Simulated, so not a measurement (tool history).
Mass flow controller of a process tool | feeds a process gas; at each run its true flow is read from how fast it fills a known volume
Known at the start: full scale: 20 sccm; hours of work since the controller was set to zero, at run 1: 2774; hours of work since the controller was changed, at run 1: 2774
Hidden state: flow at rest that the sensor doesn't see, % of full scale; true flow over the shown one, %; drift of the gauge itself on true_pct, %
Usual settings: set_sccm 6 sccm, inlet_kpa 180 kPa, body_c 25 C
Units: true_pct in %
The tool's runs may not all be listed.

run,hour,set_sccm,inlet_kpa,body_c,hours of work since the controller was set to zero,hours of work since the controller was changed,true_pct
1,0,6,180,25,2774,2774,99.19
2,254.9,6,180,25,2914,2914,99.04
3,683.8,6,180,25,3149,3149,99.07
4,1045.5,6,180,25,3347,3347,99.02
5,1238.4,6,180,25,3453,3453,99.03
6,1697.2,3,238,21,3704,3704,96.84
7,2027.1,3,238,21,3885,3885,96.79
8,2293.9,3,238,32,4031,4031,97.63
9,2719.3,3,238,32,4264,4264,97.37
10,3103.8,3,238,32,4474,4474,97.25

Forecast each of these 4 alternatives for the next run:
A,3423.8,6,180,25,4650,4650,?
B,3423.8,11,238,22,4650,4650,?
C,3423.8,6,247,25,4650,4650,?
D,3423.8,6,232,24,4650,4650,?

run,true_pct
A,98.88
B,99.46
C,98.61
D,98.6
Without the tool's hidden state the same runs would have given:
run,true_pct
A,99.36
B,99.14
C,99.09
D,99.07
